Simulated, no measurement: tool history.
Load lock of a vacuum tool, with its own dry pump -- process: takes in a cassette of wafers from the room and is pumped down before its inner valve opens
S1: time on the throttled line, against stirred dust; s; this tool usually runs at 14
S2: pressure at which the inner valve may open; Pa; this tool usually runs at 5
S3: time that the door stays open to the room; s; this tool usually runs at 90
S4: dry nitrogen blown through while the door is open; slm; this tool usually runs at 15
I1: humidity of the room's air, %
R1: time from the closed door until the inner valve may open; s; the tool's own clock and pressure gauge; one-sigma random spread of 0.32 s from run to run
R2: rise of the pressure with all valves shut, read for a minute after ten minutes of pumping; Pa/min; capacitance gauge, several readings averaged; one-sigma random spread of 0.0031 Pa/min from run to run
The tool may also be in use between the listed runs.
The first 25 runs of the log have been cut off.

run 26 hour=1769.9 | S1=14 S2=6 S3=204 S4=15 | I1=46.8 | R1=25.2 R2=0.091
run 27 hour=1844.2 | S1=14 S2=5 S3=103 S4=15 | I1=46.2 | R1=25.2 R2=0.064
run 28 hour=1891.2 | S1=14 S2=7 S3=90 S4=28 | I1=45.4 | R1=25.1 R2=0.048
run 29 hour=1934.3 | S1=14 S2=7 S3=90 S4=28 | I1=45.8 | R1=24.4 R2=0.051
run 30 hour=2013.1 | S1=14 S2=8 S3=90 S4=9 | I1=44.3 | R1=24.4 R2=0.061
run 31 hour=2074.6 | S1=18 S2=6 S3=101 S4=11 | I1=42.4 | R1=28.3 R2=0.067
run 32 hour=2174.2 | S1=14 S2=8 S3=90 S4=6 | I1=41.7 | R1=24.6 R2=0.067
run 33 hour=2251.7 | S1=14 S2=6 S3=73 S4=24 | I1=41.9 | R1=25.3 R2=0.045
run 34 hour=2333.3 | S1=8 S2=5 S3=67 S4=31 | I1=45.2 | R1=20.7 R2=0.038
run 35 hour=2393.3 | S1=8 S2=5 S3=67 S4=31 | I1=46.2 | R1=20.0 R2=0.042
run 36 hour=2487.4 | S1=14 S2=8 S3=90 S4=32 | I1=45.9 | R1=24.4 R2=0.042
run 37 hour=2582.0 | S1=11 S2=6 S3=90 S4=5 | I1=47.3 | R1=22.0 R2=0.073

What if the next run were any one of these 3? Each begins from the tool's condition after run 37:
run A hour=2623.2 | S1=11 S2=6 S3=90 S4=5 | I1=47.8 | R1=? R2=?
run B hour=2623.2 | S1=14 S2=8 S3=53 S4=7 | I1=47.0 | R1=? R2=?
run C hour=2623.2 | S1=14 S2=5 S3=81 S4=15 | I1=42.6 | R1=? R2=?

run=A R1=22.7 R2=0.076
run=B R1=24.7 R2=0.053
run=C R1=25.7 R2=0.059
The same runs, with their run-to-run variation unchanged, on a tool lacking any hidden condition would have given:
run=A R1=22.7 R2=0.076
run=B R1=24.7 R2=0.053
run=C R1=25.7 R2=0.058
